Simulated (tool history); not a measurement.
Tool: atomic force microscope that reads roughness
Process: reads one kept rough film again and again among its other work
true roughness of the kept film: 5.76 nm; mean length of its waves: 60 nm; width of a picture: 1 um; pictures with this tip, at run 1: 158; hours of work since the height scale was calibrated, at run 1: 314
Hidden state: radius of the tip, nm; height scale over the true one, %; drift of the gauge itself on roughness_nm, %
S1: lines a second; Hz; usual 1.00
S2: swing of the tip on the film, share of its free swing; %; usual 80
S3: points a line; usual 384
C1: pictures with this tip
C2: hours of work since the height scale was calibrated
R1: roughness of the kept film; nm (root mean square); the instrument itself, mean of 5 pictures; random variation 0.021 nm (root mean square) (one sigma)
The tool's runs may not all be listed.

Run 1, hour 0.0: usual settings; C1 158; C2 314. Result: R1 4.877 nm (root mean square).
Run 2, hour 15.3: usual settings but S1 1.87 Hz; C1 180; C2 322. Result: R1 4.569 nm (root mean square).
Run 3, hour 27.1: usual settings but S1 1.87 Hz; C1 197; C2 329. Result: R1 4.550 nm (root mean square).
Run 4, hour 50.1: usual settings but S1 1.14 Hz; C1 230; C2 342. Result: R1 4.771 nm (root mean square).
Run 5, hour 60.7: usual settings but S1 1.14 Hz; C1 245; C2 348. Result: R1 4.759 nm (root mean square).
Run 6, hour 73.3: usual settings but S1 1.14 Hz; C1 263; C2 355. Result: R1 4.730 nm (root mean square).
Run 7, hour 92.8: usual settings but S1 1.14 Hz, S3 285; C1 291; C2 366. Result: R1 4.763 nm (root mean square).
At hour 100.9: new tip fitted.
Run 8, hour 110.9: usual settings; C1 15; C2 376. Result: R1 5.083 nm (root mean square).
Run 9, hour 124.8: usual settings; C1 35; C2 384. Result: R1 5.037 nm (root mean square).
Run 10, hour 138.0: usual settings; C1 53; C2 392. Result: R1 5.019 nm (root mean square).
Run 11, hour 151.3: usual settings but S1 1.45 Hz; C1 73; C2 399. Result: R1 4.850 nm (root mean square).
Run 12, hour 173.5: usual settings but S1 1.45 Hz; C1 104; C2 412. Result: R1 4.752 nm (root mean square).
Run 13, hour 193.7: usual settings but S1 1.45 Hz; C1 133; C2 423. Result: R1 4.775 nm (root mean square).
Run 14, hour 203.5: usual settings but S1 1.45 Hz; C1 147; C2 429. Result: R1 4.765 nm (root mean square).
At hour 206.5: height scale calibrated on a step standard.
Run 15, hour 222.1: usual settings but S1 1.45 Hz; C1 173; C2 9. Result: R1 4.769 nm (root mean square).
Run 16, hour 239.8: usual settings but S1 1.45 Hz; C1 198; C2 19. Result: R1 4.696 nm (root mean square).
Run 17, hour 250.5: usual settings but S3 774; C1 213; C2 25. Result: R1 4.895 nm (root mean square).
Run 18, hour 266.5: usual settings but S3 774; C1 236; C2 34. Result: R1 4.889 nm (root mean square).
At hour 280.6: height scale calibrated on a step standard, once more.
Run 19, hour 280.8: usual settings but S3 774; C1 255; C2 0. Result: R1 4.815 nm (root mean square).
Run 20, hour 291.6: usual settings but S3 322; C1 271; C2 6. Result: R1 4.795 nm (root mean square).
Run 21, hour 309.5: usual settings but S3 322; C1 296; C2 16. Result: R1 4.779 nm (root mean square).
At hour 314.4: new tip fitted.
Run 22, hour 329.4: usual settings but S3 322; C1 21; C2 27. Result: R1 5.029 nm (root mean square).
Run 23, hour 352.5: usual settings but S1 3.34 Hz; C1 54; C2 41. Result: R1 4.171 nm (root mean square).
Run 24, hour 372.0: usual settings but S1 3.34 Hz; C1 82; C2 52. Result: R1 4.180 nm (root mean square).
Run 25, hour 384.7: usual settings but S1 2.22 Hz, S2 81 %; C1 101; C2 59. Result: R1 4.422 nm (root mean square).
Run 26, hour 402.3: usual settings but S3 523; C1 126; C2 69. Result: R1 4.926 nm (root mean square).
Run 27, hour 426.0: usual settings but S1 0.97 Hz, S2 71 %, S3 594; C1 160; C2 82. Result: R1 5.046 nm (root mean square).
Run 28, hour 448.8: usual settings but S1 2.69 Hz, S2 71 %, S3 594; C1 192; C2 95. Result: R1 4.641 nm (root mean square).
Run 29, hour 470.8: usual settings but S2 83 %, S3 412; C1 224; C2 108. Result: R1 4.755 nm (root mean square).
Run 30, hour 483.9: usual settings but S2 89 %, S3 420; C1 243; C2 115. Result: R1 4.634 nm (root mean square).
Run 31, hour 497.4: usual settings but S2 89 %, S3 420; C1 262; C2 123. Result: R1 4.589 nm (root mean square).
Run 32, hour 520.6: usual settings but S2 89 %, S3 420; C1 295; C2 136. Result: R1 4.551 nm (root mean square).
At hour 527.2: new tip fitted.
Run 33, hour 536.1: usual settings but S2 89 %, S3 420; C1 13; C2 144. Result: R1 4.853 nm (root mean square).
Run 34, hour 552.3: usual settings but S2 89 %, S3 420; C1 36; C2 154. Result: R1 4.851 nm (root mean square).
Run 35, hour 568.9: usual settings but S1 0.91 Hz, S2 72 %, S3 420; C1 60; C2 163. Result: R1 5.184 nm (root mean square).
Run 36, hour 587.9: usual settings but S1 3.56 Hz, S2 72 %, S3 511; C1 87; C2 174. Result: R1 4.470 nm (root mean square).
Run 37, hour 602.7: usual settings but S1 3.82 Hz, S2 88 %, S3 320; C1 108; C2 182. Result: R1 3.593 nm (root mean square).
Run 38, hour 615.4: usual settings but S1 3.82 Hz, S2 88 %, S3 320; C1 127; C2 189. Result: R1 3.601 nm (root mean square).
Run 39, hour 630.9: usual settings but S1 3.82 Hz, S2 88 %, S3 320; C1 149; C2 198. Result: R1 3.545 nm (root mean square).
Run 40, hour 647.4: usual settings but S2 81 %, S3 842; C1 172; C2 208. Result: R1 4.887 nm (root mean square).
Run 41, hour 664.4: usual settings but S2 75 %, S3 444; C1 197; C2 217. Result: R1 4.956 nm (root mean square).
Run 42, hour 679.6: usual settings but S2 75 %, S3 444; C1 219; C2 226. Result: R1 4.955 nm (root mean square).
Run 43, hour 701.6: usual settings but S1 1.51 Hz, S2 63 %, S3 614; C1 250; C2 238. Result: R1 5.015 nm (root mean square).

How the hidden state differs across the entries between the runs, from the last listed run before each to the first after it:
Between runs 7 and 8: new tip fitted (hour 100.9)
  radius of the tip, nm: 17.1 -> 7.8; height scale over the true one, %: 0.47 -> 0.48
  measured less the result without the state, R1: -0.268 -> +0.000 nm (root mean square)
Between runs 14 and 15: height scale calibrated on a step standard (hour 206.5)
  radius of the tip, nm: 12 -> 12.7; height scale over the true one, %: 0.53 -> 0.84
  measured less the result without the state, R1: -0.117 -> -0.124 nm (root mean square)
Between runs 18 and 19: height scale calibrated on a step standard, once more (hour 280.6)
  radius of the tip, nm: 14.8 -> 15.4; height scale over the true one, %: 0.87 -> 0.19
  measured less the result without the state, R1: -0.186 -> -0.236 nm (root mean square)
Between runs 21 and 22: new tip fitted (hour 314.4)
  radius of the tip, nm: 16.7 -> 8.4; height scale over the true one, %: 0.21 -> 0.22
  measured less the result without the state, R1: -0.270 -> -0.031 nm (root mean square)
Between runs 32 and 33: new tip fitted (hour 527.2)
  radius of the tip, nm: 17.4 -> 7.7; height scale over the true one, %: 0.34 -> 0.35
  measured less the result without the state, R1: -0.270 -> -0.005 nm (root mean square)
